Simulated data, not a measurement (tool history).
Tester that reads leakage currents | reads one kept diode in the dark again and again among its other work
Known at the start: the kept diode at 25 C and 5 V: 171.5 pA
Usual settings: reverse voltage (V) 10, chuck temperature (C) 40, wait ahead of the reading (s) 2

run    hour  reverse voltage (V)  chuck temperature (C)  wait ahead of the reading (s)  current that the tester gives (pA)
  1       0                   10                     40                              2                              860.36
  2   125.9                   10                     40                              2                              868.25
  3   299.4                   10                     40                              2                              882.08
  4   515.9                   10                     40                              2                              886.14
  5   669.3                   10                     40                              2                              901.07
  6   822.7                   10                     40                              2                              907.89
  7   960.8                   10                     40                              2                              914.11
       1005  -- chuck's temperature calibrated
  8  1101.8                   10                     40                              2                              756.33
  9  1288.4                  3.1                     40                              2                              510.34
 10  1505.6                   10                     46                              2                             1221.43
 11  1640.1                   10                     46                           0.71                             1235.43
     1761.9  -- tester calibrated
 12  1765.5                   10                     40                           6.26                              799.84
 13  1885.4                   10                     40                           6.26                              809.11
 14  2149.2                   10                     27                              2                              292.52
 15  2382.8                   10                     27                              2                              298.25
 16  2596.6                   10                     40                              2                               843.1
 17  2788.9                   10                     40                              2                              848.81
 18  2952.8                   10                     40                              2                              857.74
 19  3221.3                   10                     40                              2                               871.4
 20  3377.2                   10                     40                              2                              875.73
     3470.9  -- probe card cleaned and baked
 21  3624.3                  5.2                     27                              2                              241.63
 22  3808.6                  6.4                     29                           1.51                               309.2
 23  4049.1                  1.7                     26                           3.66                              155.41
 24  4206.2                 18.4                     40                           1.73                             1103.61
     4271.8  -- chuck's temperature calibrated
 25  4393.6                 18.4                     40                           1.73                              933.34
 26  4620.6                  5.5                     27                           1.35                              216.32
 27  4852.5                  5.5                     27                           5.53                              219.84
 28  5079.5                  5.5                     27                           5.53                              222.08
     5301.8  -- tester calibrated
 29  5315.3                  3.3                     43                           0.67                              705.21
 30    5501                  3.6                     26                              2                              185.14
 31  5720.3                  3.6                     26                              2                              188.56
 32  5951.9                  3.6                     26                              2                              190.55
 33    6130                  3.6                     26                              2                               193.4
 34  6272.9                  3.6                     26                              2                              195.46
 35  6556.7                  3.9                     51                           2.99                             1456.09
 36  6783.5                  2.4                     38                           1.22                              465.46
 37  7053.2                  2.8                     38                           0.45                               498.2
 38  7315.4                  1.3                     36                           0.45                              331.41
 39  7519.3                   10                     40                           9.41                              926.77
     7534.3  -- chuck's temperature calibrated
 40  7654.7                  2.2                     56                            8.4                             1519.66

The same runs without the tool's hidden state, with the same run-to-run variation:
The hidden state here: stray current of the dirty probe card, pA a volt; current scale over the true one, %; true chuck temperature over the reading, C; drift of the gauge itself on leakage_pa, %.
run  current that the tester gives (pA)
  1                              754.68
  2                               755.8
  3                              760.05
  4                              754.04
  5                              759.82
  6                              758.79
  7                              757.96
  8                              757.39
  9                              509.61
 10                             1201.67
 11                             1206.22
 12                              755.56
 13                               758.7
 14                              258.05
 15                              258.78
 16                              759.37
 17                              756.28
 18                              756.54
 19                              757.04
 20                              753.98
 21                              208.41
 22                              263.92
 23                              130.32
 24                              930.52
 25                              931.68
 26                              211.76
 27                              211.67
 28                              210.53
 29                              660.61
 30                              167.62
 31                              168.29
 32                              167.43
 33                              167.88
 34                              167.89
 35                             1286.53
 36                              400.21
 37                              421.26
 38                               276.5
 39                              756.54
 40                             1521.86

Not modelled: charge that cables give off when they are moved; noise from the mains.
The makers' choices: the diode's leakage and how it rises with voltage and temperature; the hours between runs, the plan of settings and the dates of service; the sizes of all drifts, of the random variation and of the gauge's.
